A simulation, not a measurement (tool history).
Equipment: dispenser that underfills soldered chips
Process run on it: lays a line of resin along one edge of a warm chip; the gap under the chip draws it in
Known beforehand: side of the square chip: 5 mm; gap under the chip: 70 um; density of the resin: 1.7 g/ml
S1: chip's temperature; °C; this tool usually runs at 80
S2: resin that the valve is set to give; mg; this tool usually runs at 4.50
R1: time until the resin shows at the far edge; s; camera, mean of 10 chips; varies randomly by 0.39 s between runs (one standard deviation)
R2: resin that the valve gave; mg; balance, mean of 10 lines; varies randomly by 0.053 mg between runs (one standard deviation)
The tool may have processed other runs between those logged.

Run 1, day 0.000: usual settings. Result: R1 26.6 s, R2 4.18 mg.
At day 0.488: new syringe of resin.
Run 2, day 0.612: usual settings. Result: R1 28.7 s, R2 4.15 mg.
At day 0.754: dispensing valve cleaned and set on the balance.
Run 3, day 1.021: usual settings but S1 89 °C. Result: R1 31.6 s, R2 4.44 mg.
At day 1.096: new syringe of resin.
Run 4, day 1.588: usual settings but S1 89 °C. Result: R1 32.3 s, R2 4.45 mg.
At day 1.638: new syringe of resin.
Run 5, day 1.946: usual settings. Result: R1 33.8 s, R2 4.36 mg.
At day 2.233: new syringe of resin.
Run 6, day 2.608: usual settings. Result: R1 37.2 s, R2 4.33 mg.
At day 2.800: new syringe of resin.
Run 7, day 3.133: usual settings. Result: R1 35.5 s, R2 4.34 mg.
At day 3.354: new syringe of resin.
Run 8, day 3.579: usual settings but S1 72 °C. Result: R1 41.7 s, R2 4.37 mg.
At day 3.929: new syringe of resin.
Run 9, day 3.975: usual settings but S1 72 °C. Result: R1 32.9 s, R2 4.35 mg.
Run 10, day 4.308: usual settings but S2 5.26 mg. Result: R1 36.1 s, R2 4.98 mg.
At day 4.496: new syringe of resin.
Run 11, day 4.767: usual settings but S2 4.98 mg. Result: R1 33.0 s, R2 4.74 mg.
At day 5.046: new syringe of resin.
Run 12, day 5.071: usual settings but S2 4.98 mg. Result: R1 25.3 s, R2 4.65 mg.
At day 5.629: new syringe of resin.
Run 13, day 5.708: usual settings but S2 4.98 mg. Result: R1 25.9 s, R2 4.59 mg.
At day 6.188: new syringe of resin.
At day 6.429: dispensing valve cleaned and set on the balance.
Run 14, day 6.429: usual settings. Result: R1 32.1 s, R2 4.49 mg.
At day 6.775: new syringe of resin.
Run 15, day 6.896: usual settings. Result: R1 28.6 s, R2 4.49 mg.
Run 16, day 7.179: usual settings. Result: R1 38.1 s, R2 4.46 mg.
At day 7.321: new syringe of resin.
Run 17, day 7.521: usual settings. Result: R1 29.6 s, R2 4.53 mg.
At day 7.879: new syringe of resin.
Run 18, day 8.179: usual settings but S1 74 °C, S2 3.86 mg. Result: R1 43.9 s, R2 3.81 mg.
At day 8.458: new syringe of resin.
Run 19, day 8.754: usual settings but S1 84 °C. Result: R1 30.5 s, R2 4.31 mg.
At day 9.042: new syringe of resin.
Run 20, day 9.392: usual settings but S1 84 °C. Result: R1 32.9 s, R2 4.33 mg.
At day 9.633: new syringe of resin.
Run 21, day 10.042: usual settings but S1 84 °C. Result: R1 36.0 s, R2 4.28 mg.
At day 10.179: new syringe of resin.
Run 22, day 10.525: usual settings but S1 68 °C. Result: R1 53.8 s, R2 4.16 mg.
At day 10.758: new syringe of resin.
Run 23, day 10.983: usual settings but S1 71 °C, S2 4.75 mg. Result: R1 41.3 s, R2 4.50 mg.
At day 11.308: new syringe of resin.
Run 24, day 11.467: usual settings but S1 77 °C, S2 4.78 mg. Result: R1 33.1 s, R2 4.50 mg.
Run 25, day 11.771: usual settings but S1 73 °C, S2 4.84 mg. Result: R1 52.5 s, R2 4.55 mg.
At day 11.862: new syringe of resin.
At day 12.096: dispensing valve cleaned and set on the balance.
Run 26, day 12.400: usual settings but S1 67 °C. Result: R1 68.8 s, R2 4.45 mg.
At day 12.467: new syringe of resin.
Run 27, day 12.979: usual settings but S1 67 °C. Result: R1 69.4 s, R2 4.44 mg.
At day 13.050: new syringe of resin.
At day 13.625: new syringe of resin.
Run 28, day 13.650: usual settings but S1 74 °C. Result: R1 31.7 s, R2 4.26 mg.

For run 29, what comes out?
Run 29, day 14.129: usual settings but S1 74 °C. Result: R1 ?, R2 ?.

R1: 53.5 s
R2: 4.25 mg
If the tool had no hidden condition, the same run with the same run-to-run variation would have returned R1 29.3 s, R2 4.40 mg.

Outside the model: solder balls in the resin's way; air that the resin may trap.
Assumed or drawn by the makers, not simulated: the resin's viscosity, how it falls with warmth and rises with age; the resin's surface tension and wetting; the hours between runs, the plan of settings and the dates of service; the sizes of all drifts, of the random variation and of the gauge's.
